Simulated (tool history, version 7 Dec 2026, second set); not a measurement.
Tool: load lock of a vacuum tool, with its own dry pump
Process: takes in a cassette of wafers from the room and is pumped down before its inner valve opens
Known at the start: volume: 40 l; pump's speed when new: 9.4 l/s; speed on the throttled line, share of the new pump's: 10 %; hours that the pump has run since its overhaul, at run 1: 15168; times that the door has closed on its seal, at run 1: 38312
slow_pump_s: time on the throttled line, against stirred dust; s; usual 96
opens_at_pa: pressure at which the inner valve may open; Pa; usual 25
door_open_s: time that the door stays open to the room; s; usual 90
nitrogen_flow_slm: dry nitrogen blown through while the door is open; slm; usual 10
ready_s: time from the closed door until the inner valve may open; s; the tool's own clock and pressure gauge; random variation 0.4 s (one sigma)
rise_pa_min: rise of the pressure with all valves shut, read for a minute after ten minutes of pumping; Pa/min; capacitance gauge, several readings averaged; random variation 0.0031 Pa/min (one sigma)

run,hour,slow_pump_s,opens_at_pa,door_open_s,nitrogen_flow_slm,hours that the pump has run since its overhaul,times that the door has closed on its seal,"incoming humidity of the room's air, %",ready_s,rise_pa_min
1,0.0,96,25,90,10,15168,38312,46.7,127.1,0.299
2,374.7,96,25,90,10,15543,40101,43.3,127.0,0.307
3,780.0,147,25,90,10,15948,42036,42.2,170.9,0.334
4,1075.0,96,25,30,10,16243,43444,43.0,126.2,0.306
5,1472.0,96,25,30,10,16640,45340,42.8,127.0,0.330
6,1828.4,96,25,30,10,16997,47041,43.3,128.0,0.357
7,2206.9,96,22,90,10,17375,48849,43.8,128.3,0.407
8,2467.9,96,25,90,10,17636,50095,46.9,128.7,0.419
9,2708.0,96,25,90,10,17876,51241,40.9,127.3,0.427
10,3101.7,96,25,90,10,18270,53121,47.4,127.6,0.457
11,3354.4,96,25,90,10,18523,54327,46.0,127.7,0.481
12,3792.4,96,25,31,10,18961,56419,44.8,128.5,0.456
13,4187.0,96,25,31,10,19355,58303,49.4,127.4,0.499
14,4570.2,96,25,31,10,19739,60132,45.0,128.3,0.499
15,5009.4,49,25,90,10,20178,62229,45.7,86.7,0.576
16,5205.8,49,25,90,10,20374,63167,49.6,87.6,0.578
# hour 5451.4: door's seal changed, seat wiped
17,5472.8,49,25,90,10,20640,103,44.0,87.9,0.073
18,5900.8,49,25,90,10,21068,2146,42.9,88.0,0.075
19,6304.0,142,27,146,37,21471,4071,42.0,168.9,0.061
20,6491.0,142,27,146,37,21658,4964,47.1,168.5,0.077
21,6790.0,49,19,90,19,21957,6392,45.5,90.2,0.079
22,7021.2,153,25,199,8,22188,7495,44.5,177.0,0.149
23,7347.0,153,25,199,8,22514,9051,43.3,178.9,0.154
24,7680.5,96,22,90,10,22847,10643,47.2,129.9,0.107
25,7907.2,96,22,90,10,23074,11726,44.0,129.9,0.108
26,8344.5,96,25,136,14,23511,13814,43.0,129.9,0.137
27,8680.3,96,25,136,14,23847,15417,43.1,129.4,0.140
28,8866.6,166,21,216,7,24034,16306,41.5,191.4,0.191

Run 29 comes next. What will it give?
29,9236.1,166,21,216,7,24403,18071,43.1,?,?

ready_s: 191.3 s
rise_pa_min: 0.199 Pa/min
Without the tool's hidden state the same run would have given ready_s 184.9 s, rise_pa_min 0.132 Pa/min.
